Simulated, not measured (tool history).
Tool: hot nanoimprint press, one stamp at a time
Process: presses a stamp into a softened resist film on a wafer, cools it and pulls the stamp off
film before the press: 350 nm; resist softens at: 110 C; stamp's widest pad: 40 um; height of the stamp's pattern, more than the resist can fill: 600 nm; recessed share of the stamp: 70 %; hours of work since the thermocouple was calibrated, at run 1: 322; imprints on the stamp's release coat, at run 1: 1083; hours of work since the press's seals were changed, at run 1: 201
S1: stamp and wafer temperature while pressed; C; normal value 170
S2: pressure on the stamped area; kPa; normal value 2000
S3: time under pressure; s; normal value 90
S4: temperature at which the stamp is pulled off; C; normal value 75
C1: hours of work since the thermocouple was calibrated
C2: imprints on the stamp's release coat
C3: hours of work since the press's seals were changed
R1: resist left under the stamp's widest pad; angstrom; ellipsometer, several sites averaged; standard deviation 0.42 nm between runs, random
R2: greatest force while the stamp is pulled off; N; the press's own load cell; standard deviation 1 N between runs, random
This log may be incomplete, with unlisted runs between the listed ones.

| run | hour | S1 | S2 | S3 | S4 | C1 | C2 | C3 | R1 | R2 |
|---|---|---|---|---|---|---|---|---|---|---|
| 1 | 0 | 170 | 2000 | 90 | 75 | 322 | 1083 | 201 | 1265 | 109 |
| 2 | 9.3 | 170 | 2000 | 90 | 75 | 326 | 1112 | 205 | 1270 | 111 |
| 3 | 15.1 | 170 | 2000 | 90 | 75 | 329 | 1130 | 207 | 1274 | 111 |
| 4 | 24.9 | 174 | 2000 | 90 | 75 | 333 | 1161 | 212 | 1108 | 110 |
| 5 | 38.5 | 174 | 2000 | 90 | 75 | 339 | 1203 | 217 | 1103 | 111 |
| 6 | 46.8 | 170 | 2000 | 90 | 75 | 342 | 1229 | 221 | 1262 | 111 |
| 7 | 57.9 | 170 | 2000 | 90 | 70 | 347 | 1264 | 226 | 1273 | 123 |
|  | 65.4 | plate thermocouple calibrated |
| 8 | 68.7 | 170 | 2000 | 90 | 75 | 1 | 1288 | 229 | 1270 | 112 |
| 9 | 80.8 | 170 | 2000 | 90 | 82 | 7 | 1325 | 234 | 1270 | 94 |
| 10 | 93.6 | 170 | 2000 | 90 | 75 | 12 | 1365 | 239 | 1269 | 111 |
| 11 | 105.4 | 170 | 2000 | 90 | 75 | 17 | 1402 | 244 | 1268 | 114 |
| 12 | 113.9 | 170 | 2000 | 90 | 75 | 21 | 1428 | 248 | 1261 | 112 |
| 13 | 125 | 170 | 2000 | 90 | 75 | 25 | 1463 | 253 | 1271 | 112 |
| 14 | 138.5 | 170 | 2000 | 90 | 75 | 31 | 1505 | 258 | 1272 | 110 |
| 15 | 150.5 | 170 | 2000 | 90 | 75 | 36 | 1543 | 264 | 1269 | 111 |
| 16 | 161.1 | 170 | 2080 | 105 | 75 | 41 | 1576 | 268 | 1164 | 112 |
| 17 | 168.8 | 163 | 2000 | 90 | 65 | 44 | 1600 | 271 | 1651 | 134 |
| 18 | 180.6 | 163 | 2000 | 77 | 65 | 49 | 1636 | 276 | 1726 | 136 |
| 19 | 192.4 | 163 | 2000 | 77 | 65 | 54 | 1673 | 281 | 1729 | 137 |
| 20 | 206.7 | 172 | 1650 | 90 | 79 | 60 | 1718 | 287 | 1312 | 102 |
| 21 | 218.5 | 172 | 1650 | 90 | 79 | 65 | 1754 | 292 | 1317 | 102 |
| 22 | 229.7 | 182 | 1650 | 103 | 72 | 70 | 1789 | 297 | 902 | 118 |
|  | 236.9 | stamp cleaned and given a new release coat |
| 23 | 245 | 162 | 2000 | 89 | 71 | 74 | 25 | 301 | 1703 | 122 |
| 24 | 258.7 | 162 | 2000 | 89 | 71 | 79 | 68 | 307 | 1706 | 122 |
| 25 | 265 | 162 | 2000 | 89 | 71 | 82 | 87 | 310 | 1700 | 121 |
| 26 | 272.4 | 163 | 3120 | 89 | 70 | 85 | 111 | 313 | 1299 | 124 |
| 27 | 284.3 | 163 | 3120 | 89 | 70 | 90 | 148 | 318 | 1306 | 124 |
| 28 | 296.7 | 163 | 3120 | 89 | 70 | 95 | 186 | 323 | 1303 | 124 |
| 29 | 306.7 | 161 | 2000 | 90 | 75 | 100 | 217 | 327 | 1773 | 110 |

Forecast each of these 4 alternatives for the next run:
| A | 320.3 | 164 | 2000 | 72 | 61 | 105 | 260 | 333 | ? | ? |
| B | 320.3 | 165 | 1430 | 90 | 74 | 105 | 260 | 333 | ? | ? |
| C | 320.3 | 172 | 1630 | 85 | 75 | 105 | 260 | 333 | ? | ? |
| D | 320.3 | 170 | 2000 | 46 | 71 | 105 | 260 | 333 | ? | ? |

| run | R1 | R2 |
|---|---|---|
| A | 1708 | 145 |
| B | 1816 | 112 |
| C | 1362 | 110 |
| D | 1605 | 121 |
Take away the tool's hidden state, keep each run's random variation, and the runs would have read:
| run | R1 | R2 |
|---|---|---|
| A | 1708 | 145 |
| B | 1815 | 112 |
| C | 1361 | 110 |
| D | 1605 | 121 |

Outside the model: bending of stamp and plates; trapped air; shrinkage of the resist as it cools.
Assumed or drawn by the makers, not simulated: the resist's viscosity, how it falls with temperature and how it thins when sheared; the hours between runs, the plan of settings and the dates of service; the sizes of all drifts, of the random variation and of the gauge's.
